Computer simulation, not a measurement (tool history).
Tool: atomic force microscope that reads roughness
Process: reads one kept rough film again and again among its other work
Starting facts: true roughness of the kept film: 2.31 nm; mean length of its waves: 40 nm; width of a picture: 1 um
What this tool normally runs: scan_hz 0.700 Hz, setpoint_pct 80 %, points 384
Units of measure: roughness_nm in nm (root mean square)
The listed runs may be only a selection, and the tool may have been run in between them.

Run 1, hour 0.0: usual settings. Result: roughness_nm 2.012 nm (root mean square).
Run 2, hour 15.6: usual settings. Result: roughness_nm 1.981 nm (root mean square).
Run 3, hour 31.2: usual settings. Result: roughness_nm 1.963 nm (root mean square).
At hour 47.0: new tip fitted.
Run 4, hour 47.3: usual settings. Result: roughness_nm 2.163 nm (root mean square).
Run 5, hour 59.9: usual settings but points 348. Result: roughness_nm 2.131 nm (root mean square).
Run 6, hour 72.9: usual settings but points 805. Result: roughness_nm 2.129 nm (root mean square).
Run 7, hour 89.4: usual settings but points 805. Result: roughness_nm 2.103 nm (root mean square).
Run 8, hour 98.9: usual settings but points 805. Result: roughness_nm 2.094 nm (root mean square).
Run 9, hour 110.2: usual settings but points 805. Result: roughness_nm 2.066 nm (root mean square).
Run 10, hour 123.9: usual settings but points 805. Result: roughness_nm 2.061 nm (root mean square).
Run 11, hour 138.1: usual settings but points 805. Result: roughness_nm 2.028 nm (root mean square).
Run 12, hour 146.1: usual settings. Result: roughness_nm 2.012 nm (root mean square).
Run 13, hour 156.5: usual settings but scan_hz 1.080 Hz, points 666. Result: roughness_nm 1.993 nm (root mean square).
At hour 159.2: height scale calibrated on a step standard.
Run 14, hour 166.2: usual settings but scan_hz 2.734 Hz, points 903. Result: roughness_nm 1.903 nm (root mean square).
Run 15, hour 183.9: usual settings but scan_hz 2.702 Hz, points 401. Result: roughness_nm 1.862 nm (root mean square).
Run 16, hour 199.2: usual settings but scan_hz 0.712 Hz, setpoint_pct 87 %, points 696. Result: roughness_nm 1.952 nm (root mean square).
At hour 210.6: new tip fitted.
Run 17, hour 218.0: usual settings but scan_hz 0.712 Hz, setpoint_pct 87 %, points 696. Result: roughness_nm 2.157 nm (root mean square).
At hour 238.0: height scale calibrated on a step standard, once more.
Run 18, hour 238.0: usual settings but scan_hz 0.712 Hz, setpoint_pct 87 %, points 696. Result: roughness_nm 2.111 nm (root mean square).
Run 19, hour 251.7: usual settings but scan_hz 0.712 Hz, setpoint_pct 87 %, points 696. Result: roughness_nm 2.064 nm (root mean square).
Run 20, hour 266.6: usual settings but scan_hz 3.324 Hz, setpoint_pct 87 %, points 784. Result: roughness_nm 1.880 nm (root mean square).
Run 21, hour 274.8: usual settings but scan_hz 2.578 Hz, setpoint_pct 89 %, points 671. Result: roughness_nm 1.899 nm (root mean square).
Run 22, hour 286.9: usual settings but setpoint_pct 56 %, points 333. Result: roughness_nm 2.075 nm (root mean square).
Run 23, hour 304.4: usual settings but setpoint_pct 56 %, points 333. Result: roughness_nm 2.052 nm (root mean square).

4 options for the next run, each taken on its own from the tool as it stands now. Forecast them:
Run A, hour 317.9: usual settings but scan_hz 1.591 Hz, setpoint_pct 56 %, points 656. Result: roughness_nm ?.
Run B, hour 317.9: usual settings but setpoint_pct 68 %, points 477. Result: roughness_nm ?.
Run C, hour 317.9: usual settings but scan_hz 3.770 Hz, setpoint_pct 62 %, points 416. Result: roughness_nm ?.
Run D, hour 317.9: usual settings but scan_hz 0.808 Hz, setpoint_pct 63 %, points 608. Result: roughness_nm ?.

run  roughness_nm
  A         2.008
  B         2.025
  C         1.961
  D         2.054
Without the tool's hidden state the same runs would have given:
run  roughness_nm
  A         2.173
  B         2.191
  C         2.121
  D         2.221
